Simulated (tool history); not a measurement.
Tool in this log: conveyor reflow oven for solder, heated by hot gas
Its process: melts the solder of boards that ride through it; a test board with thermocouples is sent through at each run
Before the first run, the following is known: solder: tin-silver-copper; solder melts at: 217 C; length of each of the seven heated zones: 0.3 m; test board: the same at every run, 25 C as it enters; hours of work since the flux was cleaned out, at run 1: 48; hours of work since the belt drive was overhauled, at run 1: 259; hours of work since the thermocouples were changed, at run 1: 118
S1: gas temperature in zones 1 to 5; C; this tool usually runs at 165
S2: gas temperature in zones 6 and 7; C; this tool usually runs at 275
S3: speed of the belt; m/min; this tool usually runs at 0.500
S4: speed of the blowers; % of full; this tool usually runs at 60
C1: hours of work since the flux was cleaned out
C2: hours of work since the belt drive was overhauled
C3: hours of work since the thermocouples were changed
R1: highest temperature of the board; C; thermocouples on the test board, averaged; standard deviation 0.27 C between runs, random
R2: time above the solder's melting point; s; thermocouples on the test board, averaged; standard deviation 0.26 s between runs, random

run    hour   S1   S2     S3  S4   C1   C2   C3     R1    R2
  1     0.0  165  275  0.500  60   48  259  118  252.1  49.5
  2    38.3  165  275  0.500  52   75  286  146  249.2  46.9
  3    83.8  165  275  0.500  52  108  319  179  248.6  46.6
  4   134.4  165  275  0.500  52  144  355  215  248.7  46.2
  5   166.6  165  275  0.536  60  167  378  238  248.1  43.1
  6   205.6  165  275  0.536  60  195  406  266  247.9  42.7
  7   247.3  165  275  0.500  60  225  436  296  251.5  48.2
  8   308.8  165  275  0.500  73  269  480  340  254.5  51.7
      333.3  -- flux residue cleaned out of gas plates and filters
  9   384.2  165  275  0.500  60   37  531  390  249.6  47.4
 10   444.1  165  275  0.500  75   79  574  433  252.3  50.5
 11   506.5  165  275  0.500  64  124  618  478  250.0  48.2
 12   558.7  165  275  0.493  60  162  656  515  249.8  47.7
 13   601.1  165  275  0.493  60  192  686  546  249.5  48.0
 14   643.1  165  275  0.493  60  222  716  576  249.3  47.3
 15   712.2  165  275  0.493  60  272  766  625  248.7  47.3
      732.2  -- flux residue cleaned out of gas plates and filters
      768.8  -- flux residue cleaned out of gas plates and filters, once more
 16   773.1  165  275  0.493  60    3  802  662  254.5  53.0
      799.1  -- belt drive overhauled, speed set with a stopwatch
 17   813.3  165  289  0.493  87   29   10  688  273.0  63.0
 18   869.8  165  275  0.417  60   70   51  728  260.3  67.4
 19   941.5  165  275  0.417  60  121  102  780  260.1  67.8
 20  1000.6  165  275  0.417  60  163  144  822  260.2  67.3
 21  1063.9  165  275  0.476  60  209  190  868  254.7  54.4
 22  1132.3  165  275  0.476  60  258  239  917  254.6  54.2
     1147.8  -- thermocouples of zones 6 and 7 changed
     1174.6  -- flux residue cleaned out of gas plates and filters
 23  1191.5  170  277  0.528  63   12  276   28  253.0  49.3
 24  1263.1  170  277  0.528  63   63  328   79  253.2  48.8
 25  1296.4  157  289  0.500  78   87  352  103  266.7  57.3
 26  1354.7  157  289  0.500  78  129  393  145  266.5  57.5
 27  1401.8  151  266  0.459  53  163  427  179  242.0  41.0
 28  1472.1  165  270  0.500  62  213  477  229  247.0  45.7
 29  1527.7  153  273  0.553  62  253  517  269  241.5  33.2
     1573.1  -- flux residue cleaned out of gas plates and filters
 30  1603.9  165  281  0.499  60   22  568  320  257.4  53.7

For each entry between runs, how does the tool's hidden state at the last listed run before it compare with that at the first listed run after it?
In the gap between runs 8 and 9: flux residue cleaned out of gas plates and filters (hour 333.3)
  heat that the gas passes to the board, % of a clean oven's: 91.6 -> 87.6; belt's true speed, % of the reading: 99.7 -> 99.65; true gas temperature in zones 6 and 7 over the reading, C: 1.15 -> 1.3
  what was measured, less what the result would be without the hidden state, R1: -1.4 -> -2.5 C; R2: -1.2 -> -2.4 s
In the gap between runs 15 and 16: flux residue cleaned out of gas plates and filters (hour 732.2); flux residue cleaned out of gas plates and filters, once more (hour 768.8)
  heat that the gas passes to the board, % of a clean oven's: 81.5 -> 99.6; belt's true speed, % of the reading: 99.41 -> 99.37; true gas temperature in zones 6 and 7 over the reading, C: 1.99 -> 2.09
  what was measured, less what the result would be without the hidden state, R1: -3.8 -> +2.0 C; R2: -3.7 -> +1.7 s
In the gap between runs 16 and 17: belt drive overhauled, speed set with a stopwatch (hour 799.1)
  heat that the gas passes to the board, % of a clean oven's: 99.6 -> 98.7; belt's true speed, % of the reading: 99.37 -> 100.04; true gas temperature in zones 6 and 7 over the reading, C: 2.09 -> 2.16
  what was measured, less what the result would be without the hidden state, R1: +2.0 -> +1.6 C; R2: +1.7 -> +0.6 s
In the gap between runs 22 and 23: thermocouples of zones 6 and 7 changed (hour 1147.8); flux residue cleaned out of gas plates and filters (hour 1174.6)
  heat that the gas passes to the board, % of a clean oven's: 92.2 -> 99.6; belt's true speed, % of the reading: 99.79 -> 99.75; true gas temperature in zones 6 and 7 over the reading, C: 2.82 -> -0.27
  what was measured, less what the result would be without the hidden state, R1: +0.4 -> -0.2 C; R2: +0.0 -> +0.0 s
In the gap between runs 29 and 30: flux residue cleaned out of gas plates and filters (hour 1573.1)
  heat that the gas passes to the board, % of a clean oven's: 92.6 -> 99.3; belt's true speed, % of the reading: 99.5 -> 99.45; true gas temperature in zones 6 and 7 over the reading, C: 0.44 -> 0.58
  what was measured, less what the result would be without the hidden state, R1: -2.0 -> +0.5 C; R2: -1.8 -> +0.7 s
